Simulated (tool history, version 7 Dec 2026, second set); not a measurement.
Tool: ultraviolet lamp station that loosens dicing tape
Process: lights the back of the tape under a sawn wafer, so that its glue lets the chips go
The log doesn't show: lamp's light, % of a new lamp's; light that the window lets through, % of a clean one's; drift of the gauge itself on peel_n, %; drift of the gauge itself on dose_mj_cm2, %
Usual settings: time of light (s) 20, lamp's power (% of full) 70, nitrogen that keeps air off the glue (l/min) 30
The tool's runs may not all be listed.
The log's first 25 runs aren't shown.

run,day,time of light (s),lamp's power (% of full),nitrogen that keeps air off the glue (l/min),hours of work of the lamp,hours of work since the window was cleaned,force that peels the tape off (N),light that reached the tape (J/m2)
26,18.746,33,67,17,671,505,0.722,6650
27,19.504,12,88,13,680,514,2.34,3180
28,20.421,12,64,36,692,526,2.201,2290
29,21.238,12,64,36,702,536,2.247,2300
30,21.733,20,93,12,709,543,1.154,5520
31,22.317,20,93,12,716,550,1.163,5600
32,23.317,19,84,15,729,563,1.259,4730
33,23.762,19,84,15,734,568,1.301,4730
34,24.471,11,78,13,743,577,2.718,2530
35,24.962,37,66,47,750,584,0.351,7250
36,25.6,37,72,47,758,592,0.331,7930
37,26.6,30,94,27,771,605,0.37,8360
38,27.279,30,94,27,779,613,0.383,8380
39,28.138,30,94,27,790,624,0.374,8420
40,28.979,30,94,27,801,635,0.362,8370
41,29.467,37,92,25,807,641,0.298,10100
42,30.021,21,66,10,814,648,1.843,4100
43,31.038,14,66,52,827,661,1.562,2730

Forecast each of these 3 alternatives for the next run:
# day 31.592: window cleaned of glue's vapour
A,31.746,31,66,52,836,2,?,?
# day 31.592: window cleaned of glue's vapour
B,31.746,17,91,15,836,2,?,?
# day 31.592: window cleaned of glue's vapour
C,31.746,20,61,25,836,2,?,?

run,force that peels the tape off (N),light that reached the tape (J/m2)
A,0.456,6130
B,1.315,4620
C,1.418,3610
Without the tool's hidden state the same runs would have given:
run,force that peels the tape off (N),light that reached the tape (J/m2)
A,0.454,6150
B,1.31,4630
C,1.413,3620
